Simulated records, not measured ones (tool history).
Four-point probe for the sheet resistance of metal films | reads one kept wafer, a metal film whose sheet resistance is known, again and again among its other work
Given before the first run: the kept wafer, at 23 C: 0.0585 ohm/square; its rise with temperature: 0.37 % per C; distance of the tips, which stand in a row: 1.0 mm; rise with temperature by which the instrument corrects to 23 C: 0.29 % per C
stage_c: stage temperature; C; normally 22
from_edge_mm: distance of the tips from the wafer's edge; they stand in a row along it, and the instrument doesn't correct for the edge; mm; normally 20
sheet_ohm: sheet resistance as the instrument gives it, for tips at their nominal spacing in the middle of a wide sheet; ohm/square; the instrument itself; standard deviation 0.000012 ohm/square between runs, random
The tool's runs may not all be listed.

run 1 hour=0 | stage_c=22 from_edge_mm=20 | sheet_ohm=0.05852
run 2 hour=48.8 | stage_c=22 from_edge_mm=20 | sheet_ohm=0.058522
run 3 hour=91.8 | stage_c=22 from_edge_mm=67 | sheet_ohm=0.058465
run 4 hour=162.5 | stage_c=22 from_edge_mm=67 | sheet_ohm=0.058449
run 5 hour=226.6 | stage_c=22 from_edge_mm=67 | sheet_ohm=0.058461
run 6 hour=310.3 | stage_c=22 from_edge_mm=67 | sheet_ohm=0.058462
run 7 hour=369.6 | stage_c=18 from_edge_mm=20 | sheet_ohm=0.058306
run 8 hour=412.1 | stage_c=22 from_edge_mm=20 | sheet_ohm=0.058514

Estimate the outcome of run 9 from the log above:
run 9 hour=464.3 | stage_c=20 from_edge_mm=33 | sheet_ohm=?

sheet_ohm: 0.058393 ohm/square
On a tool with no hidden condition, and with the same random variation, this run would have come out at sheet_ohm 0.058395 ohm/square.

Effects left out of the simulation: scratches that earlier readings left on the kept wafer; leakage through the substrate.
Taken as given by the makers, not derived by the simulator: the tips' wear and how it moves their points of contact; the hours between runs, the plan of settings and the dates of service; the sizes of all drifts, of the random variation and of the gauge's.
